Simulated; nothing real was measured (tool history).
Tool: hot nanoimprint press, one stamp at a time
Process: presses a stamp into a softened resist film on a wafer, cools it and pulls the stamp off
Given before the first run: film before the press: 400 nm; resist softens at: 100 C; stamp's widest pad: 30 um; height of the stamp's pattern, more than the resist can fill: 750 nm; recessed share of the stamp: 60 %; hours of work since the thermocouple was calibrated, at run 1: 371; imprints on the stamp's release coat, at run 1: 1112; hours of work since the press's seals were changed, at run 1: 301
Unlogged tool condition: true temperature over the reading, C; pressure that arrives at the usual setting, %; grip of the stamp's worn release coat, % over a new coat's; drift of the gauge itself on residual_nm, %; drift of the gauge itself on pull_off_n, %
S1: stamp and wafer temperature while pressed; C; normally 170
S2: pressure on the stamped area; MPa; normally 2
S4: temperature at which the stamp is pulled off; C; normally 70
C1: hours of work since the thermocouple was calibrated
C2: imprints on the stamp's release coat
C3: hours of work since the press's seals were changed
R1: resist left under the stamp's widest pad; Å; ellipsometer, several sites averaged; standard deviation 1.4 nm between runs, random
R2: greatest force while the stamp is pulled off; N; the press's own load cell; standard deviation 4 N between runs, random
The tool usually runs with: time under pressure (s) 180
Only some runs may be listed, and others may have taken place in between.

{"run": 1, "hour": 0.0, "S1": 170, "S2": 2, "time under pressure (s)": 180, "S4": 70, "C1": 371, "C2": 1112, "C3": 301, "R1": 2093, "R2": 192}
{"run": 2, "hour": 20.6, "S1": 170, "S2": 2, "time under pressure (s)": 180, "S4": 70, "C1": 388, "C2": 1204, "C3": 318, "R1": 2136, "R2": 194}
{"run": 3, "hour": 30.9, "S1": 170, "S2": 2, "time under pressure (s)": 180, "S4": 70, "C1": 396, "C2": 1251, "C3": 326, "R1": 2124, "R2": 190}
{"run": 4, "hour": 46.4, "S1": 170, "S2": 2, "time under pressure (s)": 180, "S4": 70, "C1": 408, "C2": 1320, "C3": 339, "R1": 2160, "R2": 199}
{"run": 5, "hour": 57.6, "S1": 170, "S2": 2, "time under pressure (s)": 180, "S4": 70, "C1": 417, "C2": 1370, "C3": 347, "R1": 2122, "R2": 190}
{"run": 6, "hour": 73.2, "S1": 170, "S2": 2, "time under pressure (s)": 180, "S4": 70, "C1": 430, "C2": 1440, "C3": 360, "R1": 2132, "R2": 198}
{"run": 7, "hour": 84.3, "S1": 170, "S2": 2, "time under pressure (s)": 180, "S4": 70, "C1": 438, "C2": 1490, "C3": 369, "R1": 2125, "R2": 204}
{"run": 8, "hour": 103.7, "S1": 170, "S2": 2, "time under pressure (s)": 180, "S4": 70, "C1": 454, "C2": 1577, "C3": 384, "R1": 2155, "R2": 197}
{"run": 9, "hour": 118.7, "S1": 170, "S2": 2, "time under pressure (s)": 180, "S4": 70, "C1": 466, "C2": 1644, "C3": 396, "R1": 2124, "R2": 190}
{"run": 10, "hour": 132.8, "S1": 170, "S2": 2, "time under pressure (s)": 96, "S4": 70, "C1": 477, "C2": 1708, "C3": 407, "R1": 2619, "R2": 192}
{"run": 11, "hour": 154.6, "S1": 170, "S2": 2, "time under pressure (s)": 96, "S4": 70, "C1": 495, "C2": 1806, "C3": 425, "R1": 2606, "R2": 185}
{"run": 12, "hour": 172.0, "S1": 170, "S2": 2, "time under pressure (s)": 337, "S4": 70, "C1": 508, "C2": 1884, "C3": 439, "R1": 1678, "R2": 200}
{"run": 13, "hour": 186.7, "S1": 170, "S2": 2, "time under pressure (s)": 337, "S4": 70, "C1": 520, "C2": 1949, "C3": 451, "R1": 1670, "R2": 191}
{"run": 14, "hour": 205.7, "S1": 170, "S2": 2, "time under pressure (s)": 337, "S4": 70, "C1": 535, "C2": 2034, "C3": 466, "R1": 1682, "R2": 199}
{"hour": 214.9, "done": "stamp cleaned and given a new release coat"}
{"run": 15, "hour": 221.9, "S1": 170, "S2": 2, "time under pressure (s)": 180, "S4": 70, "C1": 543, "C2": 31, "C3": 474, "R1": 2156, "R2": 188}
{"run": 16, "hour": 236.2, "S1": 176, "S2": 2.66, "time under pressure (s)": 190, "S4": 58, "C1": 555, "C2": 96, "C3": 485, "R1": 1357, "R2": 243}
{"run": 17, "hour": 250.1, "S1": 176, "S2": 2.66, "time under pressure (s)": 190, "S4": 58, "C1": 566, "C2": 158, "C3": 496, "R1": 1368, "R2": 253}
{"hour": 258.3, "done": "plate thermocouple calibrated"}
{"run": 18, "hour": 268.3, "S1": 170, "S2": 1.73, "time under pressure (s)": 180, "S4": 64, "C1": 8, "C2": 226, "C3": 508, "R1": 2267, "R2": 223}
{"run": 19, "hour": 279.8, "S1": 180, "S2": 2, "time under pressure (s)": 204, "S4": 61, "C1": 17, "C2": 278, "C3": 518, "R1": 1192, "R2": 230}
{"run": 20, "hour": 295.1, "S1": 170, "S2": 1.21, "time under pressure (s)": 180, "S4": 67, "C1": 29, "C2": 346, "C3": 530, "R1": 2557, "R2": 213}
{"run": 21, "hour": 316.8, "S1": 170, "S2": 1.21, "time under pressure (s)": 287, "S4": 67, "C1": 47, "C2": 443, "C3": 547, "R1": 2197, "R2": 207}
{"run": 22, "hour": 330.0, "S1": 170, "S2": 2.33, "time under pressure (s)": 153, "S4": 70, "C1": 57, "C2": 503, "C3": 558, "R1": 2150, "R2": 195}
{"run": 23, "hour": 341.5, "S1": 163, "S2": 2.27, "time under pressure (s)": 162, "S4": 73, "C1": 66, "C2": 554, "C3": 567, "R1": 2869, "R2": 179}
{"run": 24, "hour": 362.7, "S1": 170, "S2": 2.73, "time under pressure (s)": 180, "S4": 70, "C1": 83, "C2": 649, "C3": 584, "R1": 1891, "R2": 198}
{"run": 25, "hour": 380.3, "S1": 178, "S2": 2, "time under pressure (s)": 180, "S4": 70, "C1": 97, "C2": 728, "C3": 598, "R1": 1402, "R2": 195}
{"run": 26, "hour": 390.5, "S1": 178, "S2": 2, "time under pressure (s)": 180, "S4": 70, "C1": 106, "C2": 774, "C3": 606, "R1": 1423, "R2": 195}
{"run": 27, "hour": 409.0, "S1": 178, "S2": 2.15, "time under pressure (s)": 92, "S4": 75, "C1": 120, "C2": 857, "C3": 621, "R1": 1811, "R2": 176}
{"run": 28, "hour": 418.9, "S1": 178, "S2": 2.15, "time under pressure (s)": 92, "S4": 75, "C1": 128, "C2": 902, "C3": 629, "R1": 1789, "R2": 178}
{"run": 29, "hour": 432.8, "S1": 170, "S2": 2.59, "time under pressure (s)": 180, "S4": 70, "C1": 139, "C2": 964, "C3": 640, "R1": 1951, "R2": 196}

What if the next run were any one of these 5? Each begins from the tool's condition after run 29:
{"hour": 451.7, "done": "press's hydraulic seals changed and the load cell set to zero"}
{"run": "A", "hour": 452.9, "S1": 170, "S2": 2, "time under pressure (s)": 180, "S4": 68, "C1": 149, "C2": 1018, "C3": 1, "R1": "?", "R2": "?"}
{"hour": 451.7, "done": "press's hydraulic seals changed and the load cell set to zero"}
{"run": "B", "hour": 452.9, "S1": 170, "S2": 2.59, "time under pressure (s)": 160, "S4": 70, "C1": 149, "C2": 1018, "C3": 1, "R1": "?", "R2": "?"}
{"hour": 451.7, "done": "press's hydraulic seals changed and the load cell set to zero"}
{"run": "C", "hour": 452.9, "S1": 161, "S2": 1.47, "time under pressure (s)": 180, "S4": 61, "C1": 149, "C2": 1018, "C3": 1, "R1": "?", "R2": "?"}
{"hour": 451.7, "done": "press's hydraulic seals changed and the load cell set to zero"}
{"run": "D", "hour": 452.9, "S1": 164, "S2": 1.84, "time under pressure (s)": 180, "S4": 59, "C1": 149, "C2": 1018, "C3": 1, "R1": "?", "R2": "?"}
{"hour": 451.7, "done": "press's hydraulic seals changed and the load cell set to zero"}
{"run": "E", "hour": 452.9, "S1": 170, "S2": 2.18, "time under pressure (s)": 198, "S4": 70, "C1": 149, "C2": 1018, "C3": 1, "R1": "?", "R2": "?"}

run=A R1=2157 R2=207
run=B R1=2026 R2=196
run=C R1=3264 R2=240
run=D R1=2858 R2=252
run=E R1=2009 R2=197
What these runs would have given with no unlogged condition in the tool:
run=A R1=2156 R2=206
run=B R1=2025 R2=195
run=C R1=3263 R2=239
run=D R1=2857 R2=251
run=E R1=2008 R2=196

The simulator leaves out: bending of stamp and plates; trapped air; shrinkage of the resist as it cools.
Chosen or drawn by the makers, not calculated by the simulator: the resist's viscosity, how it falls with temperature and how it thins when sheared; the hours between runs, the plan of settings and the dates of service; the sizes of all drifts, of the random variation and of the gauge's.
